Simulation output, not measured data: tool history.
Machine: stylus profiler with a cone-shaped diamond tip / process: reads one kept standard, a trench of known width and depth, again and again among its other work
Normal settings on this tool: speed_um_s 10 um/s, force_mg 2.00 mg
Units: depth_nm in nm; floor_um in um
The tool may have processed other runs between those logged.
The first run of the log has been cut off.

run     day  speed_um_s  force_mg  scans with this tip  hours of work since the height scale was calibrated  depth_nm  floor_um
  2   1.179          10      2.00                 1793                                                  262    100.67     98.56
  3   2.283          10      2.00                 1899                                                  277    100.68     98.57
  4   2.854          10      2.00                 1953                                                  285    100.64     98.52
  5   3.696          10      2.00                 2034                                                  297    100.65     98.55
  6   4.354          10      5.22                 2097                                                  306    101.25     98.56
  7   5.175          10      5.22                 2176                                                  318    101.24     98.56
  8   6.221          10      2.16                 2277                                                  333    100.71     98.51
  9   7.229          10      2.16                 2373                                                  347    100.73     98.55
 10   8.150          10      2.16                 2461                                                  360    100.74     98.50
 11   9.371          10      2.38                 2579                                                  377    100.75     98.57
 12  10.412          10      2.00                 2679                                                  391    100.71     98.54
 13  11.033           4      2.00                 2738                                                  400    100.67     98.56
     11.129  -- height scale calibrated on a step standard
 14  11.929           4      2.00                 2822                                                   11    100.76     98.50
 15  12.946          10      2.00                 2919                                                   25    100.75     98.53
     13.796  -- height scale calibrated on a step standard, once more
 16  14.071          10      2.00                 3025                                                    4    100.60     98.49
 17  14.808           4      2.00                 3096                                                   14    100.66     98.56
 18  15.612          10      2.00                 3173                                                   25    100.64     98.51
 19  16.125          10      2.05                 3222                                                   33    100.64     98.53
 20  16.800          10      2.05                 3287                                                   42    100.67     98.48
 21  17.825           3      2.00                 3386                                                   56    100.63     98.54
 22  18.946           3      2.00                 3493                                                   72    100.60     98.51
 23  19.825           9      0.96                 3578                                                   84    100.43     98.54
 24  20.467           8      2.50                 3639                                                   93    100.72     98.52

For run 25, what comes out?
 25  21.171           8      2.50                 3707                                                  103         ?         ?

{"run 25": {"depth_nm": 100.77, "floor_um": 98.49}}
Without the tool's hidden state the same run would have given depth_nm 100.73 nm, floor_um 98.55 um.
